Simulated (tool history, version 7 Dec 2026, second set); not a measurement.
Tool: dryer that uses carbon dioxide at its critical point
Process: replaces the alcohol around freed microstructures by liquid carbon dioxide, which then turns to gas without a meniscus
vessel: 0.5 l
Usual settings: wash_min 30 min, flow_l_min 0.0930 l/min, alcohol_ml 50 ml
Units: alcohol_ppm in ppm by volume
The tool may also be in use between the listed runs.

run  hour  wash_min  flow_l_min  alcohol_ml  alcohol_ppm
  1   0.0        30      0.0930          50          626
  2   4.5        35      0.0930          50          290
  3  10.7        35      0.0930          50          288
  4  18.7        30      0.0930          72          932
  5  23.0        30      0.0930          72          949
  6  29.2        42      0.0930          50          109
  7  38.4        41      0.0930          50          132
  8  44.0        41      0.0930          50          146
  9  48.2        41      0.0930          50          144
 10  54.7        41      0.0930          50          152
 11  62.9        41      0.0930          50          143
 12  71.9        29      0.0930          50          853
 13  79.1        23      0.1289          23          261

Run 14 comes next. What will it give?
 14  85.8        23      0.1289          23            ?

alcohol_ppm: 274 ppm by volume
Without the tool's hidden state the same run would have given alcohol_ppm 128 ppm by volume.
